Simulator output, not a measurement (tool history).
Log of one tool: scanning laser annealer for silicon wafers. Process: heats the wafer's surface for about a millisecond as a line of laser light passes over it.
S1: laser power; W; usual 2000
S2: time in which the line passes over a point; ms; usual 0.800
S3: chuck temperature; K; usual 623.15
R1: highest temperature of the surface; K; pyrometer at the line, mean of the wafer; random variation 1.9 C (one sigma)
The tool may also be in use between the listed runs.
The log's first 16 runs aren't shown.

run	hour	S1	S2	S3	R1
17	472.3	2000	0.995	623.15	1517.15
18	488.9	2042	0.991	623.15	1543.15
19	513.2	2042	0.991	623.15	1537.15
20	554.1	1890	0.991	620.15	1444.15
21	590.2	2058	0.800	644.15	1463.15
22	618.6	2171	0.800	585.15	1466.15
23	646.4	2000	0.967	623.15	1492.15
24	668.7	2000	0.569	646.15	1305.15
25	698.3	1982	0.682	661.15	1374.15
26	736.3	1982	0.682	661.15	1378.15
27	766.3	1899	0.812	638.15	1373.15
28	796.1	1899	0.812	638.15	1371.15
29	817.1	1899	0.812	638.15	1369.15
30	854.9	1899	0.812	638.15	1374.15
31	875.6	1835	0.594	647.15	1239.15

3 ways to go on from here, each from the tool as it stands after run 31. What would each give?
A	908.5	1768	0.594	647.15	?
B	908.5	1941	0.800	623.15	?
C	908.5	1809	0.800	623.15	?

run	R1
A	1207.15
B	1366.15
C	1298.15
Without the tool's hidden state the same runs would have given:
run	R1
A	1241.15
B	1411.15
C	1339.15
